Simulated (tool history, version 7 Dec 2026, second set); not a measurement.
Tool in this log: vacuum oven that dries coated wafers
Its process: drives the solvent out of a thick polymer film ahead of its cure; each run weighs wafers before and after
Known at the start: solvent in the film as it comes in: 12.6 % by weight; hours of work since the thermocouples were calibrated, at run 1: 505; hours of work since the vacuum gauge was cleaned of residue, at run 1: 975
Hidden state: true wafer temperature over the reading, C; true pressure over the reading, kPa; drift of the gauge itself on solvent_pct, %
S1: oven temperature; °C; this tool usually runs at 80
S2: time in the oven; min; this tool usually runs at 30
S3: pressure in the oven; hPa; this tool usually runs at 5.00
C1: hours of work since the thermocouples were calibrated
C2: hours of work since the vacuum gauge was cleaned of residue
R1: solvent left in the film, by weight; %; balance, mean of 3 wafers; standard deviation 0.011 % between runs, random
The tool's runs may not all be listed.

run,hour,S1,S2,S3,C1,C2,R1
1,0.0,80,30,5.00,505,975,0.53
2,30.3,80,30,5.00,526,996,0.52
3,75.8,80,30,5.00,558,1028,0.54
4,102.4,80,33,5.00,576,1046,0.44
5,146.3,80,30,5.00,607,1077,0.51
6,176.0,80,30,5.00,627,1097,0.53
7,212.8,80,30,5.00,653,1123,0.52
8,259.1,84,30,19.58,685,1155,0.63
9,301.6,84,31,10.75,715,1185,0.44
10,348.0,75,16,5.00,747,1217,2.51
11,376.6,75,16,5.00,767,1237,2.50
12,398.6,80,16,6.51,783,1252,1.79

Here are 5 independent what-if runs from the current tool condition. What would each one return?
A,431.5,80,33,6.51,805,1275,?
B,431.5,88,30,5.00,805,1275,?
C,431.5,79,16,4.14,805,1275,?
D,431.5,80,30,2.99,805,1275,?
E,431.5,80,30,11.76,805,1275,?

run,R1
A,0.46
B,0.22
C,1.89
D,0.45
E,0.68
Without the tool's unlogged condition, the same runs would have read:
run,R1
A,0.43
B,0.18
C,2.00
D,0.43
E,0.67
